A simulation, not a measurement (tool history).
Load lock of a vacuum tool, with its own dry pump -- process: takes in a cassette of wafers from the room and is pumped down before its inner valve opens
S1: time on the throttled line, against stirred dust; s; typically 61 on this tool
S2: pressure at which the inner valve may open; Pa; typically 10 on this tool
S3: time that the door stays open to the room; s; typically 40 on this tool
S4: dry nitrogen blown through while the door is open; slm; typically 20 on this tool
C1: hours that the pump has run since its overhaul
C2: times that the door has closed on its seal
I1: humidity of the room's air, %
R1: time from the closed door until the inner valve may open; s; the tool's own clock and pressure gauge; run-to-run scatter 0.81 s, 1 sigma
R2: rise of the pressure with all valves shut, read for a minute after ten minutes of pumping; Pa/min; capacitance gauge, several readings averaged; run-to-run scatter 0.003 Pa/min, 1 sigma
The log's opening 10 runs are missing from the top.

{"run": 11, "hour": 3304.3, "S1": 61, "S2": 10, "S3": 40, "S4": 20, "C1": 19563, "C2": 16820, "I1": 47.3, "R1": 125.4, "R2": 0.018}
{"hour": 3372.4, "done": "dry pump taken out, an overhauled one fitted"}
{"run": 12, "hour": 3523.1, "S1": 61, "S2": 10, "S3": 120, "S4": 20, "C1": 151, "C2": 17387, "I1": 49.6, "R1": 126.7, "R2": 0.03}
{"run": 13, "hour": 3803.5, "S1": 61, "S2": 10, "S3": 120, "S4": 20, "C1": 431, "C2": 18134, "I1": 47.4, "R1": 125.1, "R2": 0.029}
{"run": 14, "hour": 4201.2, "S1": 61, "S2": 10, "S3": 37, "S4": 20, "C1": 829, "C2": 19194, "I1": 46.3, "R1": 124.9, "R2": 0.018}
{"run": 15, "hour": 4507.7, "S1": 61, "S2": 10, "S3": 44, "S4": 20, "C1": 1135, "C2": 20011, "I1": 43.0, "R1": 126.7, "R2": 0.013}
{"run": 16, "hour": 4802.0, "S1": 61, "S2": 10, "S3": 44, "S4": 20, "C1": 1430, "C2": 20795, "I1": 42.8, "R1": 125.3, "R2": 0.016}
{"run": 17, "hour": 5219.1, "S1": 61, "S2": 10, "S3": 44, "S4": 20, "C1": 1847, "C2": 21907, "I1": 46.9, "R1": 126.7, "R2": 0.017}
{"run": 18, "hour": 5578.1, "S1": 61, "S2": 10, "S3": 40, "S4": 16, "C1": 2206, "C2": 22863, "I1": 45.2, "R1": 124.6, "R2": 0.016}
{"run": 19, "hour": 5959.0, "S1": 61, "S2": 10, "S3": 26, "S4": 10, "C1": 2587, "C2": 23879, "I1": 44.0, "R1": 125.2, "R2": 0.012}
{"run": 20, "hour": 6314.1, "S1": 33, "S2": 9, "S3": 56, "S4": 20, "C1": 2942, "C2": 24825, "I1": 43.6, "R1": 102.8, "R2": 0.025}
{"run": 21, "hour": 6691.6, "S1": 33, "S2": 11, "S3": 67, "S4": 20, "C1": 3319, "C2": 25831, "I1": 48.0, "R1": 100.7, "R2": 0.025}
{"run": 22, "hour": 7094.2, "S1": 31, "S2": 11, "S3": 53, "S4": 20, "C1": 3722, "C2": 26904, "I1": 46.2, "R1": 98.4, "R2": 0.024}
{"run": 23, "hour": 7511.2, "S1": 31, "S2": 11, "S3": 53, "S4": 20, "C1": 4139, "C2": 28015, "I1": 43.0, "R1": 98.5, "R2": 0.02}
{"run": 24, "hour": 7962.1, "S1": 31, "S2": 11, "S3": 166, "S4": 20, "C1": 4590, "C2": 29217, "I1": 47.7, "R1": 101.0, "R2": 0.038}
{"run": 25, "hour": 8277.7, "S1": 47, "S2": 11, "S3": 49, "S4": 4, "C1": 4905, "C2": 30058, "I1": 43.3, "R1": 112.4, "R2": 0.023}
{"run": 26, "hour": 8488.5, "S1": 108, "S2": 10, "S3": 193, "S4": 4, "C1": 5116, "C2": 30619, "I1": 46.4, "R1": 163.4, "R2": 0.063}
{"run": 27, "hour": 8905.8, "S1": 108, "S2": 10, "S3": 193, "S4": 4, "C1": 5533, "C2": 31732, "I1": 43.4, "R1": 164.4, "R2": 0.055}
{"run": 28, "hour": 9291.4, "S1": 67, "S2": 7, "S3": 66, "S4": 9, "C1": 5919, "C2": 32759, "I1": 41.9, "R1": 133.5, "R2": 0.029}

The next listed run, before its measurement:
{"run": 29, "hour": 9570.1, "S1": 67, "S2": 7, "S3": 66, "S4": 9, "C1": 6198, "C2": 33502, "I1": 46.1, "R1": "?", "R2": "?"}

Run 29 produced R1 134.1 s, R2 0.029 Pa/min.
If the tool had no hidden condition, the same run with the same run-to-run variation would have returned R1 134.0 s, R2 0.027 Pa/min.
